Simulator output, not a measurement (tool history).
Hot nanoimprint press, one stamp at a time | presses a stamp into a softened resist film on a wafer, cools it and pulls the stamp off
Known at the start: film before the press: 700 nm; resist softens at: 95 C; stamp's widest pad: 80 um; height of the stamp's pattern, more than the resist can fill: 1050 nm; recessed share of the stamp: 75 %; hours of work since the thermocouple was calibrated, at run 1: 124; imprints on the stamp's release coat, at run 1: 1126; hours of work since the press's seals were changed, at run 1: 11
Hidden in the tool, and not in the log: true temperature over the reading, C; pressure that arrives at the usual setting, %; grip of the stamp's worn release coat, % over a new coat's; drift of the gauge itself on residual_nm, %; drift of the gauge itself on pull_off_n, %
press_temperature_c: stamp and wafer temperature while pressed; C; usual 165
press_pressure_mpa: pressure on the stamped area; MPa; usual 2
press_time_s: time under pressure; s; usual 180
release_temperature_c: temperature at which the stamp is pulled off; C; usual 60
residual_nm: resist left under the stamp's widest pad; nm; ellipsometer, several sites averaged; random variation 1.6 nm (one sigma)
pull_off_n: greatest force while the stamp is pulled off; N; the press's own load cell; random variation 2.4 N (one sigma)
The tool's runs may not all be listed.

run,day,press_temperature_c,press_pressure_mpa,press_time_s,release_temperature_c,hours of work since the thermocouple was calibrated,imprints on the stamp's release coat,hours of work since the press's seals were changed,residual_nm,pull_off_n
1,0,165,2,180,60,124,1126,11,251.4,172
2,0.446,165,2,180,60,129,1156,16,254.2,177
3,1,165,2,180,45,136,1192,23,251.9,233
4,1.542,165,2,180,45,143,1229,30,252.7,237
5,2.067,165,2,180,60,149,1264,36,252.6,178
# day 2.412: stamp cleaned and given a new release coat
6,2.954,165,2,180,60,157,36,44,255.2,171
7,3.446,165,2.54,180,60,163,69,50,225.2,173
8,4.054,165,2.54,180,60,171,109,57,229,169
9,4.633,165,2.54,180,60,178,148,65,227.7,174
10,5.058,165,2,180,60,183,176,70,249.9,172
11,5.546,165,2,180,60,189,209,76,252,171
12,5.925,165,2,180,60,194,234,81,252.5,173
13,6.225,165,2,180,60,198,254,84,252.1,174
14,6.512,165,2,180,60,201,273,88,252.8,173
15,7.067,165,2,180,60,208,310,95,252.5,177
16,7.646,156,2.16,165,53,215,349,102,337.7,204
17,8.2,156,2.16,165,53,222,386,109,338,205
18,8.604,162,2.16,165,52,227,413,114,277.6,209
19,8.95,162,2.16,165,52,231,436,118,280.1,200
20,9.246,162,2.16,165,52,235,455,121,279.4,207
21,9.671,174,1.3,180,60,240,484,127,237.5,175
22,10.104,174,1.3,180,60,245,513,132,237.2,175
23,10.396,154,2.15,119,49,249,532,136,401.2,218
24,10.854,171,2.15,119,59,255,563,141,242.8,173
25,11.321,165,2,178,60,260,594,147,255.9,174
26,11.775,165,2,178,60,266,624,153,255.7,175
27,12.088,157,1.86,353,67,270,645,157,258,146
28,12.429,157,1.86,353,67,274,668,161,256.8,148
29,13,165,1.48,180,60,281,706,168,289.9,173

4 ways to go on from here, each from the tool as it stands after run 29. What would each give?
A,13.471,165,1.52,180,49,287,737,174,?,?
B,13.471,163,2.2,180,60,287,737,174,?,?
C,13.471,155,1.48,329,60,287,737,174,?,?
D,13.471,165,2.07,94,58,287,737,174,?,?

run,residual_nm,pull_off_n
A,287.2,220
B,257.2,176
C,313.6,177
D,328,181
Without the tool's hidden state the same runs would have given:
run,residual_nm,pull_off_n
A,286.6,219
B,256.6,176
C,312.9,177
D,327.4,181
